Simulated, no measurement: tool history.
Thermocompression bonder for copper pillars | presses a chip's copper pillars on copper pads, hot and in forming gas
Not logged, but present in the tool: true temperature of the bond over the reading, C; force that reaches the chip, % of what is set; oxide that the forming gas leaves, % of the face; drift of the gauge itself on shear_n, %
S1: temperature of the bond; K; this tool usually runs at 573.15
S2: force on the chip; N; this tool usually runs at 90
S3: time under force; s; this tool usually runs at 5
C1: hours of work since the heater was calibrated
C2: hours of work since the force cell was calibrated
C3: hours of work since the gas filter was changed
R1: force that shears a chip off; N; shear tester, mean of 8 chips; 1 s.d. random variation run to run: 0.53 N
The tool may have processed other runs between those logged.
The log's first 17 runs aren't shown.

run   hour      S1   S2  S3   C1   C2   C3    R1
 18  129.5  596.15   90  14  184  283  106  71.1
 19  135.4  596.15   57  14  186  286  109  55.4
 20    143  573.15   90   5  190  289  112  39.6
 21  153.4  573.15   90   4  194  294  117  35.5
     156.1  -- heater calibrated with a thermocouple chip
 22  160.5  573.15   90   4    2  296  119  35.4
 23  171.3  585.15  112   5    7  301  124    51
     174.5  -- heater calibrated with a thermocouple chip, once more
 24  177.9  585.15  112   5    1  303  126  53.5
 25  183.3  552.15  114   5    4  305  129  36.7
 26  193.3  553.15   83   3    8  310  133  23.6
 27  200.4  590.15   83   3   11  313  136  37.3
 28  205.6  556.15   75   3   14  315  138  22.4
 29    212  587.15   90   3   17  318  141  38.3
 30  222.6  587.15   88   3   21  323  146  38.1
 31  232.8  587.15   88   3   26  327  150  37.4
 32  242.8  568.15  102   5   30  332  155    41
 33  248.1  599.15   83  10   33  334  157  63.2
 34  255.5  596.15   90   3   36  337  160  43.1
 35  263.4  596.15   90   3   39  341  164  42.4
 36    273  596.15   90   3   44  345  168  42.8
 37  277.8  596.15   79   3   46  347  170  37.8
 38  286.7  596.15   79   3   50  351  174  38.8
 39  295.5  554.15   67  14   54  355  178  37.1

Predict each of these 4 candidate next runs independently; none follows another, all start after run 39:
  A  305.7  570.15   93   5  58  360  183   ?
  B  305.7  554.15  110   9  58  360  183   ?
  C  305.7  563.15   73  11  58  360  183   ?
  D  305.7  554.15  124   4  58  360  183   ?

run    R1
  A  38.8
  B  44.4
  C  41.9
  D  34.9
With no hidden state in the tool, these same runs would have given:
run    R1
  A  41.6
  B  47.5
  C  44.8
  D  37.4

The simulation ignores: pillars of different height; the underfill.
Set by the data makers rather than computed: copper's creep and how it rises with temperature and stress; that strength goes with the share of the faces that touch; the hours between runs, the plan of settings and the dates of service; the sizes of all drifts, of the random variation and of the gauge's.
